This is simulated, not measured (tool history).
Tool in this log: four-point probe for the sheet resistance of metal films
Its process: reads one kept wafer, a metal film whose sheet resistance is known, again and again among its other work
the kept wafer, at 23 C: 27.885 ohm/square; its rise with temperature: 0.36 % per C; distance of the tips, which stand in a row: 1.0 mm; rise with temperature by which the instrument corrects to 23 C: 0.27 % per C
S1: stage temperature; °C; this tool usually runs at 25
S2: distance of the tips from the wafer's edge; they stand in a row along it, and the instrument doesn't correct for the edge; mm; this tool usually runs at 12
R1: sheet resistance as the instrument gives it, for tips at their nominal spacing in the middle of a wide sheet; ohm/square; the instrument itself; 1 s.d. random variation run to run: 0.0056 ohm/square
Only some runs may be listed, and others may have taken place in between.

run	hour	S1	S2	R1
1	0.0	25	12	28.439853
2	76.0	25	12	28.454501
3	181.3	25	12	28.475596
4	289.1	25	12	28.480450
5	378.2	25	12	28.515012
6	460.5	25	12	28.518222
# hour 509.4: new probe head fitted
7	606.8	30	12	28.121698
8	726.3	30	36	28.042145
9	872.9	25	12	28.032734
10	977.6	25	12	28.037469
11	1106.8	25	12	28.060563
12	1229.1	25	12	28.085241
13	1370.8	25	12	28.114763
14	1501.4	25	12	28.127453
15	1603.0	25	30	28.065980
16	1727.4	25	12	28.167851
17	1796.4	25	12	28.173126
18	1942.4	21	11	28.110794
# hour 1951.9: stage's thermometer calibrated
19	2034.1	29	12	28.325815
20	2109.1	22	12	28.156095
21	2245.5	32	12	28.436523
22	2363.5	32	66	28.345447
23	2436.6	26	4	29.126204
24	2524.1	29	71	28.303876
25	2647.1	32	5	28.986499
26	2757.9	32	5	29.006288
# hour 2821.2: stage's thermometer calibrated, once more
27	2888.8	32	5	28.963326
28	3007.4	28	50	28.295998
29	3124.7	22	19	28.186017
30	3247.7	22	19	28.206565
31	3314.7	24	12	28.346485
32	3438.3	23	12	28.314763

Results per run with the tool's hidden condition removed, run-to-run variation unchanged:
The hidden state here: inner tips' distance over the nominal, %; tips' flats over new ones', %; wafer's true temperature over the reading, C; drift of the gauge itself on sheet_ohm, %.
run	R1
1	28.035471
2	28.037209
3	28.041664
4	28.029669
5	28.051206
6	28.041475
7	28.174673
8	28.076681
9	28.044592
10	28.033072
11	28.034251
12	28.040686
13	28.047889
14	28.039926
15	27.964328
16	28.045898
17	28.040151
18	27.955355
19	28.142398
20	27.962596
21	28.223803
22	28.114781
23	28.877506
24	28.048742
25	28.706530
26	28.708802
27	28.704320
28	28.024574
29	27.897387
30	27.898837
31	28.026375
32	27.976082
